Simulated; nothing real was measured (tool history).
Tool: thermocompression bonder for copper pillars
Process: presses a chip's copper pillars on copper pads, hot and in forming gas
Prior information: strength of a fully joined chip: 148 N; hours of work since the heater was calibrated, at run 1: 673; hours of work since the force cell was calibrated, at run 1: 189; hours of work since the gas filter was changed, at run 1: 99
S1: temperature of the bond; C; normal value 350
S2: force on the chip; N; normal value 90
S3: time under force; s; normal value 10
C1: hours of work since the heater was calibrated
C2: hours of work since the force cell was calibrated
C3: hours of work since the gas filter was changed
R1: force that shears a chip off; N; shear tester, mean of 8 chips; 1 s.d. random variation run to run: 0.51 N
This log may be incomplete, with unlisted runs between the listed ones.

run	hour	S1	S2	S3	C1	C2	C3	R1
1	0	350	90	10	673	189	99	89
2	10.8	350	90	10	680	196	106	89.9
3	18.6	350	90	10	685	201	111	89.4
4	27.6	350	107	10	691	207	117	97
5	39.7	350	107	10	700	216	125	97.7
6	51.1	350	66	10	707	223	133	76
7	58.4	350	90	10	712	228	138	90
8	65	350	90	10	716	232	142	89.8
9	77.2	350	116	10	724	240	150	100.8
10	85.2	350	90	10	730	246	155	89.9
11	92.6	350	90	10	735	251	160	89
12	97.7	353	90	10	738	254	164	92.5
13	103.8	350	90	10	742	258	168	90.3
14	109.4	350	90	10	746	262	172	90.1
15	114.9	350	90	10	749	265	175	90.2
# hour 118: forming gas filter changed
16	124.6	350	90	10	756	272	4	90.4
17	134.3	350	90	10	762	278	11	91.4
18	146.9	350	90	10	770	286	19	91.1
19	158.3	350	90	10	778	294	27	91.2
20	169.6	350	90	22	785	301	34	114
21	176.7	350	90	22	790	306	39	112.8
22	188.2	356	90	20	798	314	47	114.8
23	195.4	325	90	7	803	319	51	61.2
24	206.7	325	90	7	810	326	59	62.3
25	219.2	338	58	5	818	334	67	47.8
26	226.2	370	90	15	823	339	72	117.5
27	232.1	370	90	15	827	343	76	118.3
28	241.5	370	90	15	833	349	82	119.2
29	250.3	370	90	15	839	355	88	117.9
30	262	370	90	15	847	363	96	118.1
31	268.7	370	90	15	851	367	100	119.2
32	280.7	372	58	26	859	375	108	113.7
# hour 281.9: gauge calibrated
33	286.4	329	58	22	863	379	112	71.9
34	292.8	329	58	22	867	383	116	73.3
35	301.1	333	70	10	873	389	122	64.5
36	311.3	358	125	7	880	396	128	102
37	322.3	358	125	7	887	403	136	101.7
38	334.7	339	89	10	895	411	144	80.1
39	341.8	339	89	10	900	416	149	80.2

3 ways to go on from here, each from the tool as it stands after run 39. What would each give?
A	348.8	339	58	10	904	420	153	?
B	348.8	350	94	10	904	420	153	?
C	348.8	339	89	23	904	420	153	?

run	R1
A	62.5
B	91.9
C	103.6
With no hidden state in the tool, these same runs would have given:
run	R1
A	62.4
B	91.7
C	103.4
